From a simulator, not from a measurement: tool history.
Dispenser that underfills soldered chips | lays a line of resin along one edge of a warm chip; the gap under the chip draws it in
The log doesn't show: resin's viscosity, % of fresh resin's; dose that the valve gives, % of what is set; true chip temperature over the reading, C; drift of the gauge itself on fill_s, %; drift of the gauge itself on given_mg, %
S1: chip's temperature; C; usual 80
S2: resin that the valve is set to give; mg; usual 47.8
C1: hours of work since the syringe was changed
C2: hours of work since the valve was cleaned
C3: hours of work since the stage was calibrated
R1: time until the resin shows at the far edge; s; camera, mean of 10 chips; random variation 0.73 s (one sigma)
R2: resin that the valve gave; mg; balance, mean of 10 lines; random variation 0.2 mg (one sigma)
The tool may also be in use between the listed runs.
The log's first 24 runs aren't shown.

run	hour	S1	S2	C1	C2	C3	R1	R2
# hour 204.2: new syringe of resin
25	205.7	75	53.7	1	79	211	100	50.89
26	214.9	75	53.7	7	85	217	156.8	51.13
# hour 223: new syringe of resin
27	224.1	75	53.7	1	90	222	96.8	50.48
28	234.1	75	53.7	7	97	229	162.8	50.44
# hour 241.5: new syringe of resin
29	241.9	81	54.2	0	102	233	70.7	50.47
30	247.9	90	42.3	4	105	237	68.1	39.39
31	259.5	91	44.5	11	113	244	118.6	41.74
# hour 260.3: new syringe of resin
# hour 266.5: dispensing valve cleaned and set on the balance
32	270.7	82	58.1	6	3	251	105.8	57.74
33	278.7	82	46.9	11	8	256	168.6	46.59
# hour 279.9: new syringe of resin
34	284.5	90	48.2	3	11	259	58.3	48.34
35	293.1	71	49.4	8	17	264	225	49.15
# hour 298.2: new syringe of resin
36	302.7	66	49.4	3	22	270	187.2	48.26

3 ways to go on from here, each from the tool as it stands after run 36. What would each give?
A	308.2	65	55.1	6	26	274	?	?
B	308.2	86	53.3	6	26	274	?	?
C	308.2	80	41.4	6	26	274	?	?

run	R1	R2
A	259.2	54.04
B	92.6	52.24
C	132.2	40.49
Without the tool's hidden state the same runs would have given:
run	R1	R2
A	137.8	55
B	49.8	53.17
C	70.8	41.21
